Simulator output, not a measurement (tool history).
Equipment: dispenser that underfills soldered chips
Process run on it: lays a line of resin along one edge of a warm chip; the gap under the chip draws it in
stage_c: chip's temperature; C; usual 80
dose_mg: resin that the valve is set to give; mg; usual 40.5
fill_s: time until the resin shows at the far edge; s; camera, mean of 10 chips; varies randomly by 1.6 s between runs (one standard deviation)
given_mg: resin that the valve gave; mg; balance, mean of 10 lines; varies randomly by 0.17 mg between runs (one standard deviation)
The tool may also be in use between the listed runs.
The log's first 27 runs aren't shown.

run,day,stage_c,dose_mg,hours of work since the syringe was changed,hours of work since the valve was cleaned,hours of work since the stage was calibrated,fill_s,given_mg
28,4.217,78,35.5,8,20,144,268.3,34.62
# day 4.379: new syringe of resin
29,4.404,74,39.4,0,22,147,204.6,38.66
30,4.608,94,46.2,4,26,150,125.4,44.99
31,4.721,88,38.9,6,28,152,171.4,37.84
32,4.833,65,44.7,7,29,154,383,43.62
33,4.95,69,34.5,9,31,156,385,33.37
# day 5.038: new syringe of resin
34,5.067,69,34.5,0,33,158,247.9,33.2
35,5.225,69,34.5,3,36,160,283.1,33.27

3 ways to go on from here, each from the tool as it stands after run 35. What would each give?
A,5.375,80,51.3,6,38,163,?,?
B,5.375,93,35.8,6,38,163,?,?
C,5.375,88,40.5,6,38,163,?,?

run,fill_s,given_mg
A,207.3,49.41
B,147.4,34.51
C,166.7,38.78
With the hidden condition removed and each run's random variation left untouched, the same runs would have given:
run,fill_s,given_mg
A,151.5,51.35
B,107,35.87
C,121.3,40.3

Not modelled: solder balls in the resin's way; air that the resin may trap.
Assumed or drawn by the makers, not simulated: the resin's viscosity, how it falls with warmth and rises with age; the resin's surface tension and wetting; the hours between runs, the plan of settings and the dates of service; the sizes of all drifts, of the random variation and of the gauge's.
